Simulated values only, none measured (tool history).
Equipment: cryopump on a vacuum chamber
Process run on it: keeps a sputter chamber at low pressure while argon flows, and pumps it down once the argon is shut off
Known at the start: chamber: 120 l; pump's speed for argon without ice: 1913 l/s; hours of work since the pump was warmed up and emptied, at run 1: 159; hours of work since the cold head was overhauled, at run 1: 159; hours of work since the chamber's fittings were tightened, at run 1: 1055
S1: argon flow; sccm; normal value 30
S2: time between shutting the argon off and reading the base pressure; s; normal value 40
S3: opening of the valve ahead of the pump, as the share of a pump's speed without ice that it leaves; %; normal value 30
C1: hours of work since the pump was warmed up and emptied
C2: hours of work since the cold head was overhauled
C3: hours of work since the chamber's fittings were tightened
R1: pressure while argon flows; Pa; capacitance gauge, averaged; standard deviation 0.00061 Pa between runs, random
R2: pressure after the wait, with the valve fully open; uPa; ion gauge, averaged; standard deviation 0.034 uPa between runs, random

run,hour,S1,S2,S3,C1,C2,C3,R1,R2
1,0.0,30,40,30,159,159,1055,0.0894,3.64
2,25.1,30,40,30,177,177,1074,0.0912,3.70
3,43.3,30,40,30,191,191,1087,0.0907,3.78
4,70.7,30,40,30,211,211,1107,0.0917,3.78
5,110.5,14,40,30,240,240,1136,0.0436,3.84
6,144.4,30,40,30,264,264,1161,0.0922,3.98
7,181.4,30,40,30,291,291,1188,0.0925,4.15
8,220.1,30,40,30,319,319,1216,0.0931,4.15
# hour 231.8: leaking fittings of the chamber tightened, without venting
9,251.8,30,40,30,341,341,15,0.0928,1.98
10,289.7,30,273,30,369,369,42,0.0938,0.57
11,317.2,30,40,30,389,389,62,0.0935,2.08
12,346.6,30,40,30,410,410,84,0.0933,2.16
13,364.6,30,40,30,423,423,97,0.0941,2.16
14,397.3,30,40,30,447,447,121,0.0960,2.26
15,425.1,30,24,30,467,467,141,0.0949,3.38
16,444.5,30,24,30,482,482,155,0.0961,3.39
17,483.7,30,24,30,510,510,183,0.0970,3.50
18,524.6,27,24,30,540,540,213,0.0871,3.54
19,541.4,28,27,34,552,552,226,0.0803,3.24

Run 20, settings as shown, results not yet in. Your forecast:
20,576.0,54,27,23,577,577,251,?,?

Logged for run 20: R1 0.2223 Pa, R2 3.34 uPa.
Take away the tool's hidden state, keep the run-to-run variation as it was, and the same run would have given R1 0.2068 Pa, R2 2.72 uPa.
